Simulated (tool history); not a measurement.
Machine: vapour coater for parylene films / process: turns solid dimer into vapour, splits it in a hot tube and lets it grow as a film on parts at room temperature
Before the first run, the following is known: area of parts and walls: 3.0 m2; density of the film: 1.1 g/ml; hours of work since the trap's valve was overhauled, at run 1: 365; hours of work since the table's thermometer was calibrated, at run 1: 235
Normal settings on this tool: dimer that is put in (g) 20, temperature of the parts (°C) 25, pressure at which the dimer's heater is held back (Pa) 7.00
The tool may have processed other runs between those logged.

run	day	dimer that is put in (g)	temperature of the parts (°C)	pressure at which the dimer's heater is held back (Pa)	hours of work since the trap's valve was overhauled	hours of work since the table's thermometer was calibrated	thickness of the film (um)
1	0.000	20	25	7.00	365	235	3.42
2	0.504	20	25	7.00	372	241	3.36
3	0.933	20	25	7.00	377	246	3.32
4	1.496	20	29	7.00	384	253	2.98
5	2.121	20	34	7.00	392	261	2.53
6	2.804	20	34	7.00	400	269	2.54
7	3.425	20	34	7.00	408	277	2.52
8	3.775	20	34	7.00	412	281	2.61
9	4.217	20	34	7.00	418	287	2.54
10	4.925	20	34	7.00	427	296	2.55
11	5.292	20	34	7.00	431	300	2.55
12	5.783	20	34	7.00	437	306	2.56
13	6.258	20	34	7.00	443	312	2.59
14	6.800	20	34	7.00	450	319	2.53
15	7.279	20	34	7.00	456	325	2.54
16	7.629	20	34	7.00	460	329	2.60
17	8.296	20	17	2.26	468	338	4.98
18	8.962	20	17	2.26	477	346	5.01
19	9.604	9	19	5.30	485	354	1.90
20	10.042	28	25	3.74	490	359	5.18
21	10.354	28	25	3.74	494	363	5.07
22	10.775	20	25	3.27	499	368	3.68
23	11.188	18	36	3.27	504	373	2.35
24	11.721	25	26	4.04	511	380	4.40
25	12.088	25	26	4.04	515	385	4.44
26	12.788	15	34	3.58	524	393	2.07
27	13.312	15	25	8.58	530	400	2.52
28	13.750	15	25	8.58	536	405	2.45
29	14.092	20	25	5.65	540	409	3.48
30	14.462	17	25	7.00	545	414	2.90
31	15.117	13	22	3.74	553	422	2.58

Forecast each of these 4 alternatives for the next run:
A	15.712	20	25	5.33	560	429	?
B	15.712	18	22	6.73	560	429	?
C	15.712	12	22	7.00	560	429	?
D	15.712	13	33	9.93	560	429	?

run	thickness of the film (um)
A	3.50
B	3.35
C	2.20
D	1.64
With the hidden condition removed and each run's random variation left untouched, the same runs would have given:
run	thickness of the film (um)
A	3.51
B	3.35
C	2.20
D	1.64
